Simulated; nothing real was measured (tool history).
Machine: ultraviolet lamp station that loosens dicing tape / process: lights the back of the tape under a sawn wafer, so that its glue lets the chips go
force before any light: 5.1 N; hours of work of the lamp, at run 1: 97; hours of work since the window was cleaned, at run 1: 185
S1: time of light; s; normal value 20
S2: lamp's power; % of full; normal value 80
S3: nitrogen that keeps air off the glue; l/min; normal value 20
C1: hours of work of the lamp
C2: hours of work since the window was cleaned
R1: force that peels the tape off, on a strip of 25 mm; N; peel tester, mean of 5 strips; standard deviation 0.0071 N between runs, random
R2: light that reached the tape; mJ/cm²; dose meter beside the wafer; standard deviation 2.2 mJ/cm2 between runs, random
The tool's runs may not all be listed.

run 1 hour=0.0 | S1=20 S2=80 S3=20 | C1=97 C2=185 | R1=0.308 R2=183
run 2 hour=10.5 | S1=32 S2=80 S3=20 | C1=102 C2=190 | R1=0.175 R2=287
run 3 hour=25.9 | S1=32 S2=80 S3=20 | C1=110 C2=198 | R1=0.167 R2=288
run 4 hour=33.0 | S1=20 S2=80 S3=20 | C1=113 C2=202 | R1=0.311 R2=178
run 5 hour=40.9 | S1=20 S2=80 S3=20 | C1=117 C2=206 | R1=0.303 R2=177
run 6 hour=50.7 | S1=20 S2=80 S3=20 | C1=122 C2=211 | R1=0.320 R2=174
run 7 hour=64.9 | S1=36 S2=80 S3=20 | C1=129 C2=218 | R1=0.166 R2=318
run 8 hour=79.8 | S1=36 S2=80 S3=20 | C1=137 C2=225 | R1=0.169 R2=317
run 9 hour=89.0 | S1=39 S2=80 S3=20 | C1=142 C2=230 | R1=0.162 R2=337
run 10 hour=98.4 | S1=39 S2=80 S3=20 | C1=146 C2=235 | R1=0.161 R2=340
run 11 hour=113.7 | S1=39 S2=80 S3=20 | C1=154 C2=243 | R1=0.163 R2=334
run 12 hour=126.1 | S1=39 S2=80 S3=20 | C1=160 C2=249 | R1=0.156 R2=331
run 13 hour=136.9 | S1=20 S2=80 S3=20 | C1=166 C2=254 | R1=0.323 R2=174
run 14 hour=145.3 | S1=20 S2=80 S3=20 | C1=170 C2=259 | R1=0.344 R2=167
run 15 hour=157.5 | S1=20 S2=98 S3=20 | C1=176 C2=265 | R1=0.241 R2=209
run 16 hour=170.7 | S1=20 S2=87 S3=20 | C1=183 C2=271 | R1=0.295 R2=183
run 17 hour=177.9 | S1=20 S2=87 S3=20 | C1=187 C2=275 | R1=0.291 R2=181
run 18 hour=185.5 | S1=20 S2=87 S3=20 | C1=190 C2=279 | R1=0.306 R2=178
run 19 hour=194.0 | S1=20 S2=100 S3=20 | C1=195 C2=283 | R1=0.228 R2=205
run 20 hour=206.5 | S1=20 S2=80 S3=20 | C1=201 C2=290 | R1=0.342 R2=167
run 21 hour=221.6 | S1=20 S2=80 S3=33 | C1=209 C2=297 | R1=0.314 R2=163
run 22 hour=231.7 | S1=20 S2=87 S3=20 | C1=214 C2=302 | R1=0.312 R2=181
run 23 hour=246.0 | S1=20 S2=68 S3=13 | C1=221 C2=310 | R1=0.595 R2=136
run 24 hour=258.6 | S1=14 S2=64 S3=35 | C1=227 C2=316 | R1=0.875 R2=89
run 25 hour=267.4 | S1=14 S2=64 S3=35 | C1=232 C2=320 | R1=0.874 R2=91
run 26 hour=274.3 | S1=11 S2=81 S3=15 | C1=235 C2=324 | R1=1.142 R2=88
-- hour=278.9 window cleaned of glue's vapour
run 27 hour=290.8 | S1=19 S2=81 S3=13 | C1=243 C2=6 | R1=0.414 R2=163
run 28 hour=302.9 | S1=19 S2=81 S3=13 | C1=250 C2=12 | R1=0.425 R2=164
run 29 hour=311.5 | S1=18 S2=66 S3=18 | C1=254 C2=16 | R1=0.594 R2=128
run 30 hour=321.8 | S1=31 S2=80 S3=26 | C1=259 C2=22 | R1=0.186 R2=260
run 31 hour=336.5 | S1=31 S2=80 S3=26 | C1=267 C2=29 | R1=0.179 R2=260
run 32 hour=350.6 | S1=22 S2=93 S3=14 | C1=274 C2=36 | R1=0.256 R2=214
run 33 hour=364.8 | S1=10 S2=65 S3=20 | C1=281 C2=43 | R1=1.488 R2=68
run 34 hour=379.7 | S1=11 S2=96 S3=11 | C1=288 C2=51 | R1=0.958 R2=110
run 35 hour=390.4 | S1=35 S2=70 S3=33 | C1=294 C2=56 | R1=0.177 R2=252
run 36 hour=400.4 | S1=35 S2=70 S3=19 | C1=299 C2=61 | R1=0.202 R2=251
run 37 hour=415.9 | S1=35 S2=70 S3=19 | C1=307 C2=69 | R1=0.178 R2=247
run 38 hour=431.7 | S1=20 S2=80 S3=12 | C1=315 C2=77 | R1=0.472 R2=161
run 39 hour=447.4 | S1=20 S2=80 S3=20 | C1=323 C2=85 | R1=0.367 R2=157
run 40 hour=457.6 | S1=11 S2=73 S3=26 | C1=328 C2=90 | R1=1.138 R2=82
run 41 hour=473.1 | S1=24 S2=80 S3=7 | C1=336 C2=98 | R1=0.459 R2=188
run 42 hour=481.2 | S1=21 S2=79 S3=9 | C1=340 C2=102 | R1=0.528 R2=163

For some of the steps in R1 from one run to the next: how much would appear even if the tool had no hidden state, given the settings, what came in and random variation, and how much remains for the hidden state plus any gauge scatter that the measured result and the result without hidden state don't share?
The tool's hidden condition here consists of: lamp's light, % of a new lamp's; light that the window lets through, % of a clean one's; drift of the gauge itself on peel_n, %; drift of the gauge itself on dose_mj_cm2, %.
Run 26 -> 27: S1 11 -> 19, S3 15 -> 13, window cleaned of glue's vapour. R1 -0.728 N: hidden state -0.241, all else -0.487.
Run 32 -> 33: S1 22 -> 10, S2 93 -> 65, S3 14 -> 20. R1 +1.232 N: hidden state +0.268, all else +0.964.
Run 34 -> 35: S1 11 -> 35, S2 96 -> 70, S3 11 -> 33. R1 -0.781 N: hidden state -0.253, all else -0.528.
Run 39 -> 40: S1 20 -> 11, S2 80 -> 73, S3 20 -> 26. R1 +0.771 N: hidden state +0.228, all else +0.543.
